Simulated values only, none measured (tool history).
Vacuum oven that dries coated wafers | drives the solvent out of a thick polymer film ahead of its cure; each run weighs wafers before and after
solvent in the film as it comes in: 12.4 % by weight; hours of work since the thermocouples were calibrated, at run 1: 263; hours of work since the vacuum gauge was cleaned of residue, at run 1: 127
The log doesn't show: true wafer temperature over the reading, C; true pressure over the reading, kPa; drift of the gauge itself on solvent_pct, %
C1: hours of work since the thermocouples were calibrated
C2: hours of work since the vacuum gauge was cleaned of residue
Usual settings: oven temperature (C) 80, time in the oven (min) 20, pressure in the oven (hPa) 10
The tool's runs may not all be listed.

Run 1, hour 0: usual settings; C1 263; C2 127. Result: solvent left in the film (%) 0.77.
Run 2, hour 12: usual settings; C1 268; C2 133. Result: solvent left in the film (%) 0.74.
Run 3, hour 31.7: usual settings; C1 278; C2 142. Result: solvent left in the film (%) 0.75.
Run 4, hour 52.7: usual settings; C1 288; C2 152. Result: solvent left in the film (%) 0.77.
Run 5, hour 73.3: usual settings but time in the oven (min) 31; C1 297; C2 162. Result: solvent left in the film (%) 0.37.
Run 6, hour 87.5: usual settings but time in the oven (min) 31; C1 304; C2 169. Result: solvent left in the film (%) 0.36.
Run 7, hour 114.4: usual settings but pressure in the oven (hPa) 36.9; C1 317; C2 181. Result: solvent left in the film (%) 1.46.
Run 8, hour 131.2: usual settings but oven temperature (C) 66, time in the oven (min) 10; C1 325; C2 189. Result: solvent left in the film (%) 6.13.
Run 9, hour 143.9: usual settings but oven temperature (C) 66, time in the oven (min) 10; C1 331; C2 195. Result: solvent left in the film (%) 6.14.
Run 10, hour 159.2: usual settings but oven temperature (C) 94, time in the oven (min) 33; C1 338; C2 203. Result: solvent left in the film (%) 0.16.
Run 11, hour 183.3: usual settings but oven temperature (C) 94, time in the oven (min) 33; C1 349; C2 214. Result: solvent left in the film (%) 0.16.
Run 12, hour 205.8: usual settings but oven temperature (C) 84, time in the oven (min) 27; C1 360; C2 225. Result: solvent left in the film (%) 0.28.
Run 13, hour 221.5: usual settings but oven temperature (C) 84, time in the oven (min) 27, pressure in the oven (hPa) 12.5; C1 367; C2 232. Result: solvent left in the film (%) 0.32.

Forecast each of these 4 alternatives for the next run:
Run A, hour 244.9: usual settings but oven temperature (C) 67, time in the oven (min) 33, pressure in the oven (hPa) 15.6; C1 378; C2 243. Result: solvent left in the film (%) ?.
Run B, hour 244.9: usual settings but oven temperature (C) 82, time in the oven (min) 15, pressure in the oven (hPa) 29.6; C1 378; C2 243. Result: solvent left in the film (%) ?.
Run C, hour 244.9: usual settings but oven temperature (C) 85, time in the oven (min) 27, pressure in the oven (hPa) 16.6; C1 378; C2 243. Result: solvent left in the film (%) ?.
Run D, hour 244.9: usual settings but oven temperature (C) 95, time in the oven (min) 15, pressure in the oven (hPa) 14.9; C1 378; C2 243. Result: solvent left in the film (%) ?.

run  solvent left in the film (%)
  A                          2.15
  B                          1.47
  C                          0.39
  D                          0.26
Without the tool's hidden state the same runs would have given:
run  solvent left in the film (%)
  A                          2.16
  B                          1.47
  C                          0.39
  D                          0.26
